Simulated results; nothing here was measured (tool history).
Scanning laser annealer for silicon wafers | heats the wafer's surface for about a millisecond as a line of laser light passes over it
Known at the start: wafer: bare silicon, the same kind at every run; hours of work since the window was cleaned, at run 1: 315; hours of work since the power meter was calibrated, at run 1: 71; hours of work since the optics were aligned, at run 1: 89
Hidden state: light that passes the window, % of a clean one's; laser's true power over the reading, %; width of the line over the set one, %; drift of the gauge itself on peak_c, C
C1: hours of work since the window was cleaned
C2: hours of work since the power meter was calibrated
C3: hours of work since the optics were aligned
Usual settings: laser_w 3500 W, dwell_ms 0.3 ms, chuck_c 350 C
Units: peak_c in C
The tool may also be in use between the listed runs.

{"run": 1, "hour": 0.0, "laser_w": 3500, "dwell_ms": 0.3, "chuck_c": 350, "C1": 315, "C2": 71, "C3": 89, "peak_c": 1151}
{"run": 2, "hour": 13.3, "laser_w": 3500, "dwell_ms": 0.3, "chuck_c": 350, "C1": 321, "C2": 76, "C3": 95, "peak_c": 1149}
{"run": 3, "hour": 24.3, "laser_w": 3500, "dwell_ms": 0.3, "chuck_c": 350, "C1": 325, "C2": 81, "C3": 100, "peak_c": 1150}
{"run": 4, "hour": 34.6, "laser_w": 3500, "dwell_ms": 0.3, "chuck_c": 350, "C1": 330, "C2": 86, "C3": 104, "peak_c": 1147}
{"run": 5, "hour": 48.1, "laser_w": 3421, "dwell_ms": 0.3, "chuck_c": 350, "C1": 336, "C2": 92, "C3": 110, "peak_c": 1125}
{"run": 6, "hour": 59.7, "laser_w": 3118, "dwell_ms": 0.3, "chuck_c": 350, "C1": 341, "C2": 97, "C3": 115, "peak_c": 1045}
{"run": 7, "hour": 75.8, "laser_w": 3118, "dwell_ms": 0.3, "chuck_c": 350, "C1": 348, "C2": 104, "C3": 122, "peak_c": 1045}
{"run": 8, "hour": 94.7, "laser_w": 3118, "dwell_ms": 0.3, "chuck_c": 350, "C1": 356, "C2": 112, "C3": 131, "peak_c": 1044}
{"run": 9, "hour": 113.6, "laser_w": 3118, "dwell_ms": 0.3, "chuck_c": 350, "C1": 364, "C2": 120, "C3": 139, "peak_c": 1043}
{"run": 10, "hour": 132.5, "laser_w": 3062, "dwell_ms": 0.3, "chuck_c": 350, "C1": 373, "C2": 128, "C3": 147, "peak_c": 1028}
{"run": 11, "hour": 153.8, "laser_w": 3500, "dwell_ms": 0.261, "chuck_c": 350, "C1": 382, "C2": 138, "C3": 156, "peak_c": 1090}
{"run": 12, "hour": 171.1, "laser_w": 3500, "dwell_ms": 0.261, "chuck_c": 350, "C1": 389, "C2": 145, "C3": 164, "peak_c": 1091}
{"run": 13, "hour": 195.7, "laser_w": 3500, "dwell_ms": 0.261, "chuck_c": 350, "C1": 400, "C2": 156, "C3": 175, "peak_c": 1092}
{"run": 14, "hour": 218.0, "laser_w": 3500, "dwell_ms": 0.261, "chuck_c": 350, "C1": 410, "C2": 166, "C3": 184, "peak_c": 1089}
{"run": 15, "hour": 240.9, "laser_w": 3500, "dwell_ms": 0.261, "chuck_c": 350, "C1": 420, "C2": 176, "C3": 194, "peak_c": 1086}
{"run": 16, "hour": 251.9, "laser_w": 3500, "dwell_ms": 0.3, "chuck_c": 332, "C1": 425, "C2": 181, "C3": 199, "peak_c": 1123}
{"run": 17, "hour": 269.6, "laser_w": 3500, "dwell_ms": 0.3, "chuck_c": 332, "C1": 432, "C2": 188, "C3": 207, "peak_c": 1122}
{"run": 18, "hour": 281.3, "laser_w": 3500, "dwell_ms": 0.232, "chuck_c": 332, "C1": 438, "C2": 193, "C3": 212, "peak_c": 1025}
{"run": 19, "hour": 294.7, "laser_w": 3500, "dwell_ms": 0.362, "chuck_c": 350, "C1": 443, "C2": 199, "C3": 218, "peak_c": 1222}
{"run": 20, "hour": 317.2, "laser_w": 3512, "dwell_ms": 0.362, "chuck_c": 350, "C1": 453, "C2": 209, "C3": 228, "peak_c": 1221}
{"run": 21, "hour": 333.6, "laser_w": 3512, "dwell_ms": 0.362, "chuck_c": 350, "C1": 460, "C2": 216, "C3": 235, "peak_c": 1226}
{"run": 22, "hour": 349.0, "laser_w": 3512, "dwell_ms": 0.362, "chuck_c": 350, "C1": 467, "C2": 223, "C3": 242, "peak_c": 1224}
{"run": 23, "hour": 364.7, "laser_w": 3512, "dwell_ms": 0.362, "chuck_c": 350, "C1": 474, "C2": 230, "C3": 249, "peak_c": 1218}
{"run": 24, "hour": 375.7, "laser_w": 3359, "dwell_ms": 0.3, "chuck_c": 350, "C1": 479, "C2": 235, "C3": 253, "peak_c": 1100}
{"run": 25, "hour": 391.7, "laser_w": 3093, "dwell_ms": 0.3, "chuck_c": 350, "C1": 486, "C2": 242, "C3": 260, "peak_c": 1031}
{"run": 26, "hour": 412.2, "laser_w": 3093, "dwell_ms": 0.3, "chuck_c": 350, "C1": 495, "C2": 251, "C3": 269, "peak_c": 1030}
{"run": 27, "hour": 431.8, "laser_w": 3750, "dwell_ms": 0.363, "chuck_c": 350, "C1": 503, "C2": 259, "C3": 278, "peak_c": 1288}
{"run": 28, "hour": 446.3, "laser_w": 3597, "dwell_ms": 0.312, "chuck_c": 331, "C1": 510, "C2": 266, "C3": 284, "peak_c": 1162}
{"run": 29, "hour": 468.7, "laser_w": 3437, "dwell_ms": 0.221, "chuck_c": 331, "C1": 519, "C2": 275, "C3": 294, "peak_c": 987}
{"run": 30, "hour": 489.4, "laser_w": 3343, "dwell_ms": 0.24, "chuck_c": 340, "C1": 528, "C2": 284, "C3": 303, "peak_c": 1002}
{"run": 31, "hour": 511.0, "laser_w": 3528, "dwell_ms": 0.221, "chuck_c": 350, "C1": 538, "C2": 294, "C3": 312, "peak_c": 1028}
{"run": 32, "hour": 523.6, "laser_w": 3216, "dwell_ms": 0.3, "chuck_c": 350, "C1": 543, "C2": 299, "C3": 318, "peak_c": 1060}
{"run": 33, "hour": 539.2, "laser_w": 3367, "dwell_ms": 0.374, "chuck_c": 344, "C1": 550, "C2": 306, "C3": 325, "peak_c": 1182}
{"run": 34, "hour": 554.2, "laser_w": 3367, "dwell_ms": 0.374, "chuck_c": 344, "C1": 557, "C2": 313, "C3": 331, "peak_c": 1183}
{"run": 35, "hour": 578.8, "laser_w": 3057, "dwell_ms": 0.25, "chuck_c": 374, "C1": 567, "C2": 323, "C3": 342, "peak_c": 978}
{"run": 36, "hour": 591.8, "laser_w": 3057, "dwell_ms": 0.308, "chuck_c": 374, "C1": 573, "C2": 329, "C3": 348, "peak_c": 1052}
{"run": 37, "hour": 607.3, "laser_w": 3149, "dwell_ms": 0.3, "chuck_c": 350, "C1": 580, "C2": 336, "C3": 354, "peak_c": 1040}
{"run": 38, "hour": 618.4, "laser_w": 3585, "dwell_ms": 0.306, "chuck_c": 385, "C1": 585, "C2": 341, "C3": 359, "peak_c": 1199}
{"run": 39, "hour": 642.3, "laser_w": 3015, "dwell_ms": 0.312, "chuck_c": 350, "C1": 595, "C2": 351, "C3": 370, "peak_c": 1016}
{"run": 40, "hour": 659.3, "laser_w": 3747, "dwell_ms": 0.379, "chuck_c": 387, "C1": 603, "C2": 359, "C3": 377, "peak_c": 1341}
{"run": 41, "hour": 675.8, "laser_w": 3660, "dwell_ms": 0.212, "chuck_c": 356, "C1": 610, "C2": 366, "C3": 384, "peak_c": 1045}

Some steps in peak_c between neighbouring runs. How much of each would the tool show without its hidden state too (settings, what came in, random variation), and how much is left for the hidden state, with any gauge scatter that isn't in both results?
Run 26 -> 27: laser_w 3093 -> 3750, dwell_ms 0.3 -> 0.363. peak_c +258 C: hidden state -9, all else +267.
Run 39 -> 40: laser_w 3015 -> 3747, dwell_ms 0.312 -> 0.379, chuck_c 350 -> 387. peak_c +325 C: hidden state -12, all else +337.
Run 40 -> 41: laser_w 3747 -> 3660, dwell_ms 0.379 -> 0.212, chuck_c 387 -> 356. peak_c -296 C: hidden state +11, all else -307.
